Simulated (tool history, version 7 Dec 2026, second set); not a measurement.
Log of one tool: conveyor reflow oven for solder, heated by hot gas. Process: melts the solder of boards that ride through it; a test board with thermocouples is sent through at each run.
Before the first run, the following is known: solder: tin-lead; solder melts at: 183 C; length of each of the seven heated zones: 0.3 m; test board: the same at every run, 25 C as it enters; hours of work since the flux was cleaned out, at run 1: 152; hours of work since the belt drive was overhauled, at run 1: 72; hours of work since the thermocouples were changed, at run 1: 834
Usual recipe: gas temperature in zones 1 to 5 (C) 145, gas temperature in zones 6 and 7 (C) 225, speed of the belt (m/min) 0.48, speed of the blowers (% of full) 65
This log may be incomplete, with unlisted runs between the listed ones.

run	hour	gas temperature in zones 1 to 5 (C)	gas temperature in zones 6 and 7 (C)	speed of the belt (m/min)	speed of the blowers (% of full)	hours of work since the flux was cleaned out	hours of work since the belt drive was overhauled	hours of work since the thermocouples were changed	highest temperature of the board (C)	time above the solder's melting point (s)
1	0	145	225	0.48	65	152	72	834	211	53.3
2	7.6	145	225	0.48	65	155	76	837	210.8	54.6
3	16.4	145	225	0.48	65	160	80	842	210.7	54.6
4	30	145	225	0.48	65	166	87	848	211.7	53.9
5	44.4	145	225	0.48	78	173	93	855	213.6	57.5
6	54.6	145	225	0.48	78	178	98	860	213.6	55.8
# hour 68: flux residue cleaned out of gas plates and filters
7	73.7	145	225	0.48	78	3	105	866	213.4	56.4
8	80.2	145	222	0.398	65	6	108	869	212.6	68.7
9	87.6	130	227	0.443	69	9	112	873	213.5	55.9
10	101.7	152	227	0.48	65	16	118	880	214.2	59.2
11	115.5	133	219	0.551	63	22	125	886	199.2	30.7
12	122.9	150	225	0.48	85	26	128	890	215.9	60.8
13	136.5	145	231	0.483	65	32	135	896	216.5	59
14	148.7	145	234	0.491	57	38	140	902	215	56.2

Hidden condition of the tool, last listed run before each entry between runs versus first listed run after:
In the gap between runs 6 and 7: flux residue cleaned out of gas plates and filters (hour 68)
  heat that the gas passes to the board, % of a clean oven's: 99.6 -> 100; belt's true speed, % of the reading: 99.99 -> 99.98

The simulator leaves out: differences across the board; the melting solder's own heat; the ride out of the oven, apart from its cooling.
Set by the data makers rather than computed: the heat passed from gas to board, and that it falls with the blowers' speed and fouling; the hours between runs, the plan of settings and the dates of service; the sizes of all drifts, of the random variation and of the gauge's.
